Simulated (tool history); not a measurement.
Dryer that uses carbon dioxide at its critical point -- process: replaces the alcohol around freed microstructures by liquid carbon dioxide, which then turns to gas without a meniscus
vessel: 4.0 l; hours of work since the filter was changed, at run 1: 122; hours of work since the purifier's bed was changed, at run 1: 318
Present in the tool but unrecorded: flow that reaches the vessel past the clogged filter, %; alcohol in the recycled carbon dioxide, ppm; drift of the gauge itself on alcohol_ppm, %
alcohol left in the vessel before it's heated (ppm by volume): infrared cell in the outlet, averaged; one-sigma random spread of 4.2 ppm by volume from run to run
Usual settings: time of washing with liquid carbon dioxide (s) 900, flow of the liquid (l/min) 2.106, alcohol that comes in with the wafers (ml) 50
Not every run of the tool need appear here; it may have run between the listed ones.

| run | hour | time of washing with liquid carbon dioxide (s) | flow of the liquid (l/min) | alcohol that comes in with the wafers (ml) | hours of work since the filter was changed | hours of work since the purifier's bed was changed | alcohol left in the vessel before it's heated (ppm by volume) |
|---|---|---|---|---|---|---|---|
| 1 | 0.0 | 900 | 2.106 | 50 | 122 | 318 | 71 |
| 2 | 20.0 | 900 | 2.600 | 50 | 135 | 331 | 36 |
| 3 | 37.8 | 900 | 2.600 | 50 | 146 | 342 | 41 |
| 4 | 54.9 | 900 | 2.600 | 50 | 157 | 353 | 33 |
| 5 | 67.1 | 900 | 2.106 | 22 | 165 | 361 | 47 |
| 6 | 79.7 | 900 | 2.360 | 22 | 173 | 369 | 43 |
| 7 | 96.0 | 900 | 2.360 | 22 | 184 | 380 | 37 |
| 8 | 108.9 | 900 | 2.360 | 22 | 192 | 388 | 45 |
| 9 | 122.1 | 900 | 2.360 | 22 | 200 | 397 | 41 |
| 10 | 137.7 | 900 | 2.360 | 22 | 210 | 407 | 33 |
|  | 156.4 | inlet filter changed |
| 11 | 156.4 | 900 | 2.360 | 22 | 0 | 418 | 32 |
| 12 | 168.3 | 900 | 2.106 | 50 | 8 | 426 | 63 |
| 13 | 187.2 | 1140 | 2.106 | 50 | 20 | 438 | 35 |
| 14 | 204.1 | 660 | 2.106 | 50 | 31 | 449 | 217 |
| 15 | 224.7 | 1140 | 2.106 | 48 | 44 | 462 | 48 |
| 16 | 240.3 | 1140 | 2.106 | 48 | 54 | 472 | 34 |
| 17 | 261.0 | 1140 | 1.480 | 48 | 67 | 485 | 108 |
| 18 | 280.5 | 1140 | 1.440 | 48 | 80 | 498 | 130 |
| 19 | 299.8 | 900 | 2.106 | 38 | 92 | 510 | 75 |
| 20 | 320.3 | 600 | 2.106 | 82 | 105 | 523 | 546 |
| 21 | 339.2 | 600 | 2.106 | 82 | 117 | 535 | 557 |
| 22 | 348.4 | 600 | 2.106 | 82 | 123 | 541 | 563 |
| 23 | 363.8 | 600 | 2.106 | 82 | 133 | 551 | 571 |
| 24 | 373.3 | 1260 | 2.810 | 32 | 139 | 557 | 38 |
| 25 | 385.1 | 540 | 2.410 | 50 | 147 | 565 | 330 |
| 26 | 404.8 | 1200 | 2.690 | 50 | 159 | 577 | 37 |

How would selected steps in alcohol left in the vessel before it's heated (ppm by volume) from run to run divide? Give the signed amount a tool lacking its hidden state would still show from settings, what came in and random variation, and the signed amount left for the hidden state, including any gauge scatter that is not in both of the compared results.
Run 19 -> 20: time of washing with liquid carbon dioxide (s) 900 -> 600, alcohol that comes in with the wafers (ml) 38 -> 82. alcohol left in the vessel before it's heated (ppm by volume) +471: hidden state +77, all else +394.
Run 23 -> 24: time of washing with liquid carbon dioxide (s) 600 -> 1260, flow of the liquid (l/min) 2.106 -> 2.810, alcohol that comes in with the wafers (ml) 82 -> 32. alcohol left in the vessel before it's heated (ppm by volume) -533: hidden state -109, all else -424.

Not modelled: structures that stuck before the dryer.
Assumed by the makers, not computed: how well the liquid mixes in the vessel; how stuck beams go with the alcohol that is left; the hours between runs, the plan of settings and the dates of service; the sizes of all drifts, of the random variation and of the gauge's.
